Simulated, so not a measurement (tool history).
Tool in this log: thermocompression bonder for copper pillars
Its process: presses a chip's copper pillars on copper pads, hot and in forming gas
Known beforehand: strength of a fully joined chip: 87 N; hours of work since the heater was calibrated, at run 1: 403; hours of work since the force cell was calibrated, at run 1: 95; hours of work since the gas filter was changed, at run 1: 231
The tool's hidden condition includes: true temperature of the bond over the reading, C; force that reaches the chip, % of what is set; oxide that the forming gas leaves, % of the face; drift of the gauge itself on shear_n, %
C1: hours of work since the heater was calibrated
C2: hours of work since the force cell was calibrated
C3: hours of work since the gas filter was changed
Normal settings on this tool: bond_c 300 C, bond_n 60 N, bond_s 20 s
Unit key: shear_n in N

{"run": 1, "day": 0.0, "bond_c": 300, "bond_n": 60, "bond_s": 20, "C1": 403, "C2": 95, "C3": 231, "shear_n": 37.6}
{"run": 2, "day": 0.45, "bond_c": 300, "bond_n": 75, "bond_s": 20, "C1": 409, "C2": 101, "C3": 237, "shear_n": 42}
{"run": 3, "day": 0.846, "bond_c": 300, "bond_n": 60, "bond_s": 37, "C1": 414, "C2": 106, "C3": 242, "shear_n": 45.7}
{"run": 4, "day": 1.162, "bond_c": 300, "bond_n": 60, "bond_s": 37, "C1": 418, "C2": 109, "C3": 245, "shear_n": 46}
{"run": 5, "day": 1.629, "bond_c": 300, "bond_n": 60, "bond_s": 20, "C1": 423, "C2": 115, "C3": 251, "shear_n": 36.5}
{"run": 6, "day": 2.138, "bond_c": 300, "bond_n": 60, "bond_s": 20, "C1": 429, "C2": 121, "C3": 257, "shear_n": 36.3}
{"day": 2.404, "done": "forming gas filter changed"}
{"run": 7, "day": 2.575, "bond_c": 300, "bond_n": 60, "bond_s": 20, "C1": 435, "C2": 126, "C3": 2, "shear_n": 37.7}
{"run": 8, "day": 2.904, "bond_c": 300, "bond_n": 57, "bond_s": 20, "C1": 439, "C2": 130, "C3": 6, "shear_n": 36.8}
{"run": 9, "day": 3.192, "bond_c": 300, "bond_n": 57, "bond_s": 20, "C1": 442, "C2": 134, "C3": 10, "shear_n": 36.9}
{"run": 10, "day": 3.608, "bond_c": 300, "bond_n": 57, "bond_s": 20, "C1": 447, "C2": 139, "C3": 15, "shear_n": 37.1}
{"run": 11, "day": 4.158, "bond_c": 297, "bond_n": 57, "bond_s": 25, "C1": 454, "C2": 146, "C3": 21, "shear_n": 38.7}
{"run": 12, "day": 4.675, "bond_c": 297, "bond_n": 38, "bond_s": 16, "C1": 460, "C2": 152, "C3": 28, "shear_n": 25.2}
{"run": 13, "day": 5.162, "bond_c": 287, "bond_n": 60, "bond_s": 20, "C1": 466, "C2": 158, "C3": 34, "shear_n": 33.7}
{"run": 14, "day": 5.583, "bond_c": 295, "bond_n": 60, "bond_s": 53, "C1": 471, "C2": 163, "C3": 39, "shear_n": 50.8}
{"run": 15, "day": 6.017, "bond_c": 276, "bond_n": 60, "bond_s": 18, "C1": 477, "C2": 169, "C3": 44, "shear_n": 28.1}

For run 16, what comes out?
{"run": 16, "day": 6.396, "bond_c": 276, "bond_n": 60, "bond_s": 18, "C1": 481, "C2": 173, "C3": 49, "shear_n": "?"}

Run 16 came out at shear_n 27.6 N.
Without the tool's hidden state the same run would have given shear_n 26.6 N.

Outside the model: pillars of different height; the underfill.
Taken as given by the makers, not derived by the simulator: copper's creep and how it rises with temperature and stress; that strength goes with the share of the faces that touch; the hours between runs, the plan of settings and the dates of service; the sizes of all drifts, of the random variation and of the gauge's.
